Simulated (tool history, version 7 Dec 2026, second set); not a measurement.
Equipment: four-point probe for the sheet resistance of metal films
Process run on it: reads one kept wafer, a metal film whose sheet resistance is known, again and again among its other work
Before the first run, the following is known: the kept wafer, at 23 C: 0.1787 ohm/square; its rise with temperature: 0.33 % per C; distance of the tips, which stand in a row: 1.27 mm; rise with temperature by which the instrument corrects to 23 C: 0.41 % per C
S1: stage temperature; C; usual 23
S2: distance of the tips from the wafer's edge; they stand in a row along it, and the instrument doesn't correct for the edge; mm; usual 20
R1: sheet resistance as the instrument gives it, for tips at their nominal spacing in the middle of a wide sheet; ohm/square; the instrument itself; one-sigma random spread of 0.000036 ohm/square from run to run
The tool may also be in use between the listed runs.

run,hour,S1,S2,R1
1,0,23,20,0.177589
2,32.9,23,20,0.177655
3,64.3,23,20,0.177511
4,124.2,32,20,0.176231
5,180.7,32,20,0.176174
6,209.5,23,43,0.177176
7,241.8,24,38,0.17697
8,296.3,23,10,0.178544
9,355.2,23,10,0.17842
# hour 406.8: stage's thermometer calibrated
10,406.8,23,10,0.178837
11,454.7,23,10,0.178753
12,488.8,27,10,0.178174

Predict each of these 4 candidate next runs independently; none follows another, all start after run 12:
A,546.5,21,4,?
B,546.5,22,4,?
C,546.5,25,10,?
D,546.5,29,50,?

run,R1
A,0.186588
B,0.186458
C,0.178382
D,0.176395
The same runs, with their run-to-run variation unchanged, on a tool lacking any hidden condition would have given:
run,R1
A,0.18817
B,0.188039
C,0.179899
D,0.177896
